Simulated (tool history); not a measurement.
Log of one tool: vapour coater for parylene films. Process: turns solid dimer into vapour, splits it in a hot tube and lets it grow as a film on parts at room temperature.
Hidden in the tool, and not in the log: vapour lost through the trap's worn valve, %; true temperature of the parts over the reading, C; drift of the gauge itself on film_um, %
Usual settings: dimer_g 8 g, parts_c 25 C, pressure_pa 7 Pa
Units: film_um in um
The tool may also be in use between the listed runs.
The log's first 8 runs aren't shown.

run   hour  dimer_g  parts_c  pressure_pa  hours of work since the trap's valve was overhauled  hours of work since the table's thermometer was calibrated  film_um
  9  135.1        8       25            7                                                   79                                                         531     4.17
 10  151.7        8       25            7                                                   89                                                         541     4.17
 11  162.5        8       25            7                                                   95                                                         547     4.14
 12  184.8        8       25            7                                                  109                                                         560     4.14
 13  197.9        8       25            7                                                  116                                                         568     4.12
 14  214.8        8       25            7                                                  126                                                         578     4.11
 15  230.1        8       25            7                                                  135                                                         587     4.15
 16  248.5        6       25            7                                                  146                                                         598     3.04
 17  269.6        8       25         3.36                                                  158                                                         610     4.35
 18  290.7        8       25            7                                                  171                                                         622     4.05
 19  307.2        5       25         3.83                                                  180                                                         632     2.66
 20  326.6        5       25         3.83                                                  192                                                         644     2.65
 21  346.3       10       18         5.39                                                  203                                                         655     5.97
 22  360.5       10       18         2.89                                                  212                                                         663      6.2
 23  376.4       10       18         2.89                                                  221                                                         673     6.23
 24  396.5        5       19         7.55                                                  233                                                         685     2.77
 25  409.4        8       25         6.15                                                  240                                                         692     3.96
 26  420.3        8       25         6.15                                                  247                                                         698        4
     431.6  -- trap's valve overhauled
 27  434.8        8       25         6.15                                                    2                                                         705     4.39
 28  447.9        8       25         6.15                                                   10                                                         712     4.38
 29  470.1        8       25         8.67                                                   23                                                         725     4.21
 30  492.6       11       23         6.46                                                   36                                                         739     6.12
 31  506.6       12       24          4.4                                                   44                                                         747     6.82
 32  524.2       12       24          4.4                                                   54                                                         757     6.76
 33  544.2       12       24          4.4                                                   66                                                         769     6.76

The next listed run, before its measurement:
 34   567        8       24         3.33                                                   79                                                         782        ?

Run 34 gave film_um 4.58 um.
Without the tool's hidden state the same run would have given film_um 4.73 um.
